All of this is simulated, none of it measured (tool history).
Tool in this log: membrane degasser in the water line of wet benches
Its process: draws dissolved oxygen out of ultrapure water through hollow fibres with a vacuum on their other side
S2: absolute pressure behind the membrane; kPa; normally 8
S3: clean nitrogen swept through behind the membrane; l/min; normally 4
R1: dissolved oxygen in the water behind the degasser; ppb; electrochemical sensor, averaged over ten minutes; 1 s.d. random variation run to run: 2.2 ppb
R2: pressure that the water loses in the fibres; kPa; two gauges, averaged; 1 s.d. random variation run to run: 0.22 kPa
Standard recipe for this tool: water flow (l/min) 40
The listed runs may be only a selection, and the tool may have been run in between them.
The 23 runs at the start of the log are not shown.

run 24 hour=1881.5 | water_flow_(l/min)=30 S2=5.09 S3=9.75 | R1=86.2 R2=42.97
run 25 hour=1989.5 | water_flow_(l/min)=54 S2=10.04 S3=2.54 | R1=510.1 R2=77.58
run 26 hour=2061.7 | water_flow_(l/min)=25 S2=11.38 S3=1.95 | R1=297.2 R2=35.67
run 27 hour=2129.4 | water_flow_(l/min)=24 S2=8 S3=2.06 | R1=183.5 R2=34.09
-- hour=2239.1 vacuum gauge calibrated
run 28 hour=2242.5 | water_flow_(l/min)=24 S2=8 S3=2.06 | R1=173 R2=34.58
run 29 hour=2347.6 | water_flow_(l/min)=31 S2=18.93 S3=4 | R1=352.5 R2=44.63
run 30 hour=2438 | water_flow_(l/min)=40 S2=7.11 S3=4 | R1=216.3 R2=57.47
run 31 hour=2542.6 | water_flow_(l/min)=40 S2=6.1 S3=4 | R1=195.4 R2=57.45
run 32 hour=2616 | water_flow_(l/min)=40 S2=6.1 S3=4 | R1=188 R2=57.54

Consider 3 possible next runs. They are alternatives, not a sequence: every one starts from the tool as it was left by run 32. What does each give?
run A hour=2719.2 | water_flow_(l/min)=30 S2=6.1 S3=4 | R1=? R2=?
run B hour=2719.2 | water_flow_(l/min)=28 S2=10.83 S3=11.35 | R1=? R2=?
run C hour=2719.2 | water_flow_(l/min)=27 S2=4.93 S3=2.49 | R1=? R2=?

run=A R1=123.7 R2=43.77
run=B R1=108.2 R2=40.48
run=C R1=102.8 R2=38.87
Stripped of hidden state, with their random variation kept, the same runs would have yielded:
run=A R1=111.1 R2=42.14
run=B R1=97.2 R2=38.96
run=C R1=91.9 R2=37.41
